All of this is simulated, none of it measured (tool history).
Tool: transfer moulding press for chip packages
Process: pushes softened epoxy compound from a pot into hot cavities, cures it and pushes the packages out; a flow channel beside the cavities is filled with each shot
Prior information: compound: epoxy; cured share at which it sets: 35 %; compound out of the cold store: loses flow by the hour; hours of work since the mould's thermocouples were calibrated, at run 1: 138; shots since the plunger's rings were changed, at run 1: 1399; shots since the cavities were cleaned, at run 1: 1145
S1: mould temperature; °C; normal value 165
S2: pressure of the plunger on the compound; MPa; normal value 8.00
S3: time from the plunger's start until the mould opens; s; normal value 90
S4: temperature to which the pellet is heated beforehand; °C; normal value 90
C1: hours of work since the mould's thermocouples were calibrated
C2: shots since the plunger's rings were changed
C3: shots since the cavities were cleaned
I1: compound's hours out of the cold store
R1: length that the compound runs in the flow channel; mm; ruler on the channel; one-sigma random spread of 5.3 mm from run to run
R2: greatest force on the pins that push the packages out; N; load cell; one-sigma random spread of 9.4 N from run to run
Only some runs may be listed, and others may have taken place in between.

run 1 hour=0.0 | S1=165 S2=8.00 S3=90 S4=90 | C1=138 C2=1399 C3=1145 | I1=11.0 | R1=681 R2=829
-- hour=7.6 cavities cleaned with cleaning compound and waxed
run 2 hour=16.2 | S1=165 S2=8.00 S3=90 S4=90 | C1=145 C2=1515 C3=68 | I1=28.3 | R1=619 R2=467
run 3 hour=24.8 | S1=165 S2=8.00 S3=90 S4=90 | C1=149 C2=1583 C3=136 | I1=14.1 | R1=664 R2=530
run 4 hour=41.7 | S1=165 S2=8.00 S3=90 S4=90 | C1=156 C2=1717 C3=270 | I1=46.3 | R1=563 R2=560
run 5 hour=56.0 | S1=165 S2=8.00 S3=90 S4=90 | C1=162 C2=1830 C3=383 | I1=41.3 | R1=571 R2=611
run 6 hour=71.0 | S1=165 S2=6.70 S3=90 S4=90 | C1=169 C2=1949 C3=502 | I1=24.9 | R1=567 R2=667
run 7 hour=83.9 | S1=165 S2=6.70 S3=90 S4=90 | C1=174 C2=2052 C3=605 | I1=17.6 | R1=597 R2=699
run 8 hour=91.7 | S1=165 S2=6.70 S3=90 S4=90 | C1=178 C2=2113 C3=666 | I1=18.5 | R1=591 R2=739
run 9 hour=103.5 | S1=165 S2=8.00 S3=90 S4=91 | C1=183 C2=2207 C3=760 | I1=45.9 | R1=553 R2=709
run 10 hour=115.1 | S1=165 S2=8.00 S3=90 S4=91 | C1=188 C2=2298 C3=851 | I1=26.6 | R1=615 R2=727
run 11 hour=122.3 | S1=165 S2=8.00 S3=90 S4=91 | C1=191 C2=2355 C3=908 | I1=17.1 | R1=637 R2=770
run 12 hour=129.2 | S1=165 S2=8.00 S3=90 S4=91 | C1=194 C2=2410 C3=963 | I1=43.0 | R1=560 R2=783
run 13 hour=136.3 | S1=165 S2=8.00 S3=90 S4=91 | C1=197 C2=2466 C3=1019 | I1=45.0 | R1=565 R2=777
run 14 hour=143.2 | S1=165 S2=8.00 S3=90 S4=90 | C1=200 C2=2521 C3=1074 | I1=45.2 | R1=552 R2=761
run 15 hour=155.0 | S1=165 S2=6.90 S3=75 S4=90 | C1=205 C2=2614 C3=1167 | I1=27.9 | R1=565 R2=1033
-- hour=159.6 cavities cleaned with cleaning compound and waxed
run 16 hour=166.9 | S1=165 S2=6.90 S3=75 S4=90 | C1=210 C2=2696 C3=58 | I1=8.2 | R1=619 R2=632
run 17 hour=176.9 | S1=167 S2=9.36 S3=90 S4=90 | C1=214 C2=2776 C3=138 | I1=28.1 | R1=649 R2=468
run 18 hour=188.3 | S1=167 S2=9.36 S3=90 S4=90 | C1=219 C2=2866 C3=228 | I1=32.5 | R1=630 R2=519
run 19 hour=202.9 | S1=166 S2=9.56 S3=117 S4=88 | C1=225 C2=2982 C3=344 | I1=29.5 | R1=650 R2=542
-- hour=206.0 mould's thermocouples calibrated
run 20 hour=219.3 | S1=165 S2=8.00 S3=95 S4=90 | C1=6 C2=3096 C3=458 | I1=19.7 | R1=623 R2=614
run 21 hour=232.8 | S1=165 S2=9.55 S3=90 S4=92 | C1=12 C2=3202 C3=564 | I1=25.5 | R1=659 R2=674
run 22 hour=240.1 | S1=162 S2=7.02 S3=84 S4=88 | C1=15 C2=3260 C3=622 | I1=42.6 | R1=520 R2=851
-- hour=246.1 mould's thermocouples calibrated, once more
run 23 hour=249.4 | S1=163 S2=8.00 S3=90 S4=86 | C1=1 C2=3318 C3=680 | I1=12.1 | R1=648 R2=768
run 24 hour=261.7 | S1=171 S2=7.60 S3=115 S4=90 | C1=7 C2=3415 C3=777 | I1=36.9 | R1=547 R2=655
run 25 hour=272.0 | S1=165 S2=8.00 S3=89 S4=98 | C1=11 C2=3497 C3=859 | I1=44.6 | R1=546 R2=748
run 26 hour=279.6 | S1=165 S2=6.90 S3=87 S4=90 | C1=15 C2=3557 C3=919 | I1=47.9 | R1=498 R2=773
run 27 hour=292.1 | S1=172 S2=8.00 S3=70 S4=90 | C1=20 C2=3656 C3=1018 | I1=37.2 | R1=562 R2=761

Some steps in R1 between neighbouring runs. How much of each would the tool show without its hidden state too (settings, what came in, random variation), and how much is left for the hidden state, with any gauge scatter that isn't in both results?
Unlogged tool condition in this case: true mould temperature over the reading, C; pressure that reaches the compound, % of what is set; grip of the stained cavities, % over clean ones'; drift of the gauge itself on flow_mm, %; drift of the gauge itself on push_out_n, %.
Run 21 -> 22: S1 165 -> 162, S2 9.55 -> 7.02, S3 90 -> 84, S4 92 -> 88. R1 -139 mm: hidden state +7, all else -146.
Run 22 -> 23: S1 162 -> 163, S2 7.02 -> 8.00, S3 84 -> 90, S4 88 -> 86, mould's thermocouples calibrated, once more. R1 +128 mm: hidden state -10, all else +138.
